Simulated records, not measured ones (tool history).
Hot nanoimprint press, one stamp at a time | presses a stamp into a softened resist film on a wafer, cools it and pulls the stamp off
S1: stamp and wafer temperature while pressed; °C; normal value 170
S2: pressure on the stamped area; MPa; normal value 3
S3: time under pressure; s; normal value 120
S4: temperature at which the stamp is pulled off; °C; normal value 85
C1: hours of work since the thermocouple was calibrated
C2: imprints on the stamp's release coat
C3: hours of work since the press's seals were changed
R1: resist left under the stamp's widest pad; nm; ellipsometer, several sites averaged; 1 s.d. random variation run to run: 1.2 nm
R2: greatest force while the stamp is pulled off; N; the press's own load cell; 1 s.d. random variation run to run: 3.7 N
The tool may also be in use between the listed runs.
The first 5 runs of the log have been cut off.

At day 3.404: stamp cleaned and given a new release coat.
Run 6, day 4.054: usual settings but S1 176 °C; C1 231; C2 54; C3 490. Result: R1 137.4 nm, R2 186 N.
Run 7, day 5.071: usual settings but S1 176 °C; C1 247; C2 138; C3 507. Result: R1 140.6 nm, R2 189 N.
Run 8, day 5.762: usual settings; C1 258; C2 196; C3 518. Result: R1 190.3 nm, R2 183 N.
Run 9, day 6.721: usual settings; C1 274; C2 275; C3 534. Result: R1 190.2 nm, R2 191 N.
Run 10, day 7.392: usual settings but S4 71 °C; C1 285; C2 330; C3 545. Result: R1 192.2 nm, R2 225 N.
Run 11, day 8.704: usual settings; C1 306; C2 439; C3 566. Result: R1 190 nm, R2 197 N.
At day 8.9: plate thermocouple calibrated.
Run 12, day 9.642: usual settings; C1 12; C2 507; C3 579. Result: R1 196.7 nm, R2 202 N.
Run 13, day 10.538: usual settings but S3 121 s; C1 27; C2 581; C3 594. Result: R1 196.7 nm, R2 213 N.
Run 14, day 11.717: usual settings but S3 121 s; C1 46; C2 679; C3 613. Result: R1 200.1 nm, R2 213 N.
Run 15, day 12.833: usual settings but S3 121 s; C1 64; C2 771; C3 631. Result: R1 202 nm, R2 219 N.
At day 13.417: plate thermocouple calibrated, once more.
Run 16, day 13.708: usual settings but S1 174 °C, S3 237 s; C1 5; C2 833; C3 643. Result: R1 116 nm, R2 212 N.
Run 17, day 14.704: usual settings but S1 158 °C, S4 72 °C; C1 21; C2 916; C3 659. Result: R1 272.1 nm, R2 247 N.
Run 18, day 15.504: usual settings but S1 166 °C, S2 4.15 MPa, S3 179 s, S4 79 °C; C1 34; C2 982; C3 672. Result: R1 173.7 nm, R2 242 N.
Run 19, day 16.658: usual settings but S1 177 °C, S4 87 °C; C1 53; C2 1078; C3 691. Result: R1 127.6 nm, R2 214 N.
At day 17.379: stamp cleaned and given a new release coat.
Run 20, day 17.496: usual settings but S2 4.42 MPa, S3 66 s, S4 84 °C; C1 62; C2 10; C3 701. Result: R1 185 nm, R2 188 N.
Run 21, day 18.721: usual settings but S1 162 °C, S4 77 °C; C1 82; C2 111; C3 721. Result: R1 248.9 nm, R2 210 N.
Run 22, day 19.6: usual settings but S1 167 °C, S3 97 s; C1 96; C2 184; C3 735. Result: R1 223.2 nm, R2 190 N.
Run 23, day 20.917: usual settings but S1 167 °C, S3 96 s, S4 79 °C; C1 118; C2 293; C3 756. Result: R1 223.4 nm, R2 207 N.
Run 24, day 21.629: usual settings but S1 167 °C, S3 96 s, S4 79 °C; C1 129; C2 352; C3 768. Result: R1 226 nm, R2 210 N.
Run 25, day 22.571: usual settings but S1 167 °C, S3 163 s, S4 93 °C; C1 145; C2 430; C3 783. Result: R1 196.2 nm, R2 179 N.
Run 26, day 23.721: usual settings but S1 164 °C, S2 2.38 MPa, S3 108 s, S4 93 °C; C1 163; C2 525; C3 802. Result: R1 253.3 nm, R2 183 N.
Run 27, day 25.042: usual settings but S1 172 °C, S2 2.14 MPa; C1 185; C2 635; C3 823. Result: R1 192.4 nm, R2 207 N.
Run 28, day 26.208: usual settings but S1 172 °C, S2 2.14 MPa; C1 204; C2 731; C3 842. Result: R1 192.6 nm, R2 205 N.
Run 29, day 26.775: usual settings but S1 172 °C, S2 2.14 MPa; C1 213; C2 779; C3 851. Result: R1 194.1 nm, R2 208 N.
Run 30, day 27.579: usual settings but S1 172 °C, S2 2.14 MPa, S3 145 s; C1 226; C2 845; C3 865. Result: R1 187.8 nm, R2 216 N.

Predict each of these 4 candidate next runs independently; none follows another, all start after run 30:
Run A, day 28.367: usual settings but S2 3.8 MPa, S4 70 °C; C1 239; C2 910; C3 877. Result: R1 ?, R2 ?.
Run B, day 28.367: usual settings but S4 76 °C; C1 239; C2 910; C3 877. Result: R1 ?, R2 ?.
Run C, day 28.367: usual settings but S2 2.61 MPa, S3 196 s; C1 239; C2 910; C3 877. Result: R1 ?, R2 ?.
Run D, day 28.367: usual settings but S2 3.74 MPa, S3 69 s, S4 72 °C; C1 239; C2 910; C3 877. Result: R1 ?, R2 ?.

run     R1   R2
  A  171.1  259
  B  188.1  235
  C  174.2  227
  D  203.8  251
Take away the tool's hidden state, keep each run's random variation, and the runs would have read:
run     R1   R2
  A  161.1  213
  B  178.9  193
  C  165.5  186
  D  193.8  206
